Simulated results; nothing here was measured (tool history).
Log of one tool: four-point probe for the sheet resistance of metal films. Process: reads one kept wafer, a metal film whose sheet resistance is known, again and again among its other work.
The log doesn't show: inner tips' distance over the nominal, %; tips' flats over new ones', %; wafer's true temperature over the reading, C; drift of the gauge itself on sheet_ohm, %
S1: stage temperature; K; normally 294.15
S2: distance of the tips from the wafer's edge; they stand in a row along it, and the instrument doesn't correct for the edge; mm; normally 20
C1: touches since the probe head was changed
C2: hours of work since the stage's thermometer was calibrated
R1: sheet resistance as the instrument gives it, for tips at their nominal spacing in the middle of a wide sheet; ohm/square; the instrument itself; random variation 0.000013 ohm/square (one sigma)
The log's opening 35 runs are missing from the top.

run,day,S1,S2,C1,C2,R1
36,93.712,295.15,7,87621,413,0.064305
37,95.417,299.15,21,89475,442,0.063871
38,97.717,299.15,15,91978,481,0.06387
39,100.212,299.15,15,94693,523,0.063864
40,101.671,299.15,15,96277,548,0.063842
# day 102.796: new probe head fitted
41,103.342,296.15,4,597,576,0.065664
42,105.417,296.15,4,2851,611,0.065661
43,108.517,293.15,5,6226,664,0.065628
44,111.771,307.15,35,9764,719,0.064376

Forecast each of these 3 alternatives for the next run:
A,113.288,303.15,39,11414,745,?
B,113.288,307.15,9,11414,745,?
C,113.288,305.15,66,11414,745,?

run,R1
A,0.064592
B,0.064463
C,0.064476
What these runs would have given with no unlogged condition in the tool:
run,R1
A,0.064659
B,0.06453
C,0.064543
